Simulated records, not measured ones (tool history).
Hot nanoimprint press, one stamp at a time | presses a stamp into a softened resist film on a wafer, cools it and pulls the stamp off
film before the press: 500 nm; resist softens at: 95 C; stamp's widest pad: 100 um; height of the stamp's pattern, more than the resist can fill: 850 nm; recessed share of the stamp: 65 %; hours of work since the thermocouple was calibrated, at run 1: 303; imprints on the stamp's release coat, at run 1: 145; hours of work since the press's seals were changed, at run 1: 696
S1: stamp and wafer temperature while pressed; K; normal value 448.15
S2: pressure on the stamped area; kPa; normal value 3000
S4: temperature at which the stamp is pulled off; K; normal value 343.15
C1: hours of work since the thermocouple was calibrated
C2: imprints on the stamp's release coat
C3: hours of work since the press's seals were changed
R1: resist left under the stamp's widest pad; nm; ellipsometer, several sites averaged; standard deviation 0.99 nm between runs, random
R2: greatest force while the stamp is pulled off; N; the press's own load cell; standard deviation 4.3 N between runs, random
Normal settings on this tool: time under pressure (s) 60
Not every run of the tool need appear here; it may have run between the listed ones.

run 1 hour=0 | S1=448.15 S2=3000 time_under_pressure_(s)=60 S4=343.15 | C1=303 C2=145 C3=696 | R1=248.3 R2=220
run 2 hour=67.8 | S1=448.15 S2=3000 time_under_pressure_(s)=60 S4=346.15 | C1=346 C2=318 C3=740 | R1=250.5 R2=211
run 3 hour=127.5 | S1=448.15 S2=3000 time_under_pressure_(s)=60 S4=346.15 | C1=384 C2=470 C3=778 | R1=251.1 R2=221
run 4 hour=175.6 | S1=448.15 S2=3000 time_under_pressure_(s)=60 S4=346.15 | C1=415 C2=592 C3=808 | R1=251.8 R2=225
run 5 hour=227.7 | S1=448.15 S2=3000 time_under_pressure_(s)=99 S4=346.15 | C1=448 C2=724 C3=842 | R1=210.1 R2=225
-- hour=260.9 plate thermocouple calibrated
run 6 hour=273 | S1=448.15 S2=3000 time_under_pressure_(s)=99 S4=346.15 | C1=8 C2=832 C3=869 | R1=198.1 R2=230
run 7 hour=341.7 | S1=448.15 S2=3000 time_under_pressure_(s)=60 S4=336.15 | C1=51 C2=1007 C3=912 | R1=238.4 R2=292
run 8 hour=412.1 | S1=448.15 S2=3000 time_under_pressure_(s)=60 S4=343.15 | C1=96 C2=1186 C3=957 | R1=243.4 R2=258
run 9 hour=470.6 | S1=448.15 S2=3000 time_under_pressure_(s)=60 S4=343.15 | C1=134 C2=1335 C3=995 | R1=244.2 R2=261
run 10 hour=509 | S1=448.15 S2=3000 time_under_pressure_(s)=60 S4=343.15 | C1=158 C2=1433 C3=1019 | R1=246.4 R2=274
run 11 hour=587.1 | S1=448.15 S2=3000 time_under_pressure_(s)=60 S4=343.15 | C1=208 C2=1631 C3=1069 | R1=246 R2=283
run 12 hour=645.2 | S1=448.15 S2=2520 time_under_pressure_(s)=60 S4=343.15 | C1=245 C2=1779 C3=1106 | R1=265.9 R2=288
run 13 hour=722.1 | S1=448.15 S2=2500 time_under_pressure_(s)=60 S4=343.15 | C1=294 C2=1975 C3=1155 | R1=266.8 R2=301
run 14 hour=784.6 | S1=448.15 S2=2500 time_under_pressure_(s)=60 S4=343.15 | C1=334 C2=2134 C3=1195 | R1=269.9 R2=310
-- hour=825.4 press's hydraulic seals changed and the load cell set to zero
run 15 hour=879.8 | S1=448.15 S2=2500 time_under_pressure_(s)=60 S4=343.15 | C1=390 C2=2356 C3=35 | R1=269.1 R2=319
-- hour=908.3 stamp cleaned and given a new release coat
run 16 hour=932.8 | S1=443.15 S2=2500 time_under_pressure_(s)=60 S4=332.15 | C1=420 C2=62 C3=65 | R1=317.9 R2=289
run 17 hour=988.8 | S1=452.15 S2=3200 time_under_pressure_(s)=35 S4=344.15 | C1=455 C2=205 C3=100 | R1=261.3 R2=221
-- hour=1015.3 plate thermocouple calibrated
run 18 hour=1031.7 | S1=452.15 S2=3200 time_under_pressure_(s)=35 S4=344.15 | C1=10 C2=306 C3=126 | R1=245.9 R2=220
run 19 hour=1103 | S1=452.15 S2=3200 time_under_pressure_(s)=35 S4=344.15 | C1=56 C2=488 C3=171 | R1=248 R2=223
run 20 hour=1139.8 | S1=452.15 S2=3200 time_under_pressure_(s)=35 S4=344.15 | C1=79 C2=581 C3=195 | R1=248.2 R2=222
run 21 hour=1185 | S1=452.15 S2=3670 time_under_pressure_(s)=35 S4=344.15 | C1=108 C2=696 C3=224 | R1=235.2 R2=237
run 22 hour=1258.2 | S1=448.15 S2=3000 time_under_pressure_(s)=60 S4=346.15 | C1=155 C2=883 C3=270 | R1=243.7 R2=232
run 23 hour=1296.2 | S1=448.15 S2=3000 time_under_pressure_(s)=60 S4=346.15 | C1=179 C2=979 C3=294 | R1=246.1 R2=230
run 24 hour=1351.8 | S1=451.15 S2=3000 time_under_pressure_(s)=89 S4=340.15 | C1=215 C2=1121 C3=330 | R1=188 R2=290
run 25 hour=1418.9 | S1=451.15 S2=3000 time_under_pressure_(s)=89 S4=340.15 | C1=257 C2=1291 C3=373 | R1=188.9 R2=293
run 26 hour=1456.1 | S1=442.15 S2=2180 time_under_pressure_(s)=50 S4=351.15 | C1=281 C2=1386 C3=396 | R1=354.2 R2=217
run 27 hour=1522.2 | S1=442.15 S2=2180 time_under_pressure_(s)=50 S4=351.15 | C1=323 C2=1554 C3=439 | R1=358.2 R2=216
run 28 hour=1604.5 | S1=437.15 S2=2180 time_under_pressure_(s)=37 S4=351.15 | C1=376 C2=1763 C3=491 | R1=423.3 R2=232
run 29 hour=1657.3 | S1=448.15 S2=3000 time_under_pressure_(s)=48 S4=343.15 | C1=409 C2=1898 C3=525 | R1=271.6 R2=308
run 30 hour=1713.5 | S1=451.15 S2=3000 time_under_pressure_(s)=61 S4=349.15 | C1=445 C2=2041 C3=561 | R1=225.4 R2=266

Forecast each of these 4 alternatives for the next run:
-- hour=1753.3 plate thermocouple calibrated
run A hour=1801.6 | S1=451.15 S2=3000 time_under_pressure_(s)=61 S4=335.15 | C1=31 C2=2257 C3=615 | R1=? R2=?
-- hour=1753.3 plate thermocouple calibrated
run B hour=1801.6 | S1=448.15 S2=4180 time_under_pressure_(s)=61 S4=349.15 | C1=31 C2=2257 C3=615 | R1=? R2=?
-- hour=1753.3 plate thermocouple calibrated
run C hour=1801.6 | S1=451.15 S2=3000 time_under_pressure_(s)=61 S4=335.15 | C1=31 C2=2257 C3=615 | R1=? R2=?
-- hour=1753.3 plate thermocouple calibrated
run D hour=1801.6 | S1=451.15 S2=2470 time_under_pressure_(s)=31 S4=348.15 | C1=31 C2=2257 C3=615 | R1=? R2=?

run=A R1=213.6 R2=376
run=B R1=208.3 R2=261
run=C R1=214.9 R2=380
run=D R1=297.4 R2=261
With the hidden condition removed and each run's random variation left untouched, the same runs would have given:
run=A R1=210.6 R2=258
run=B R1=204.7 R2=179
run=C R1=211.9 R2=261
run=D R1=294.2 R2=178
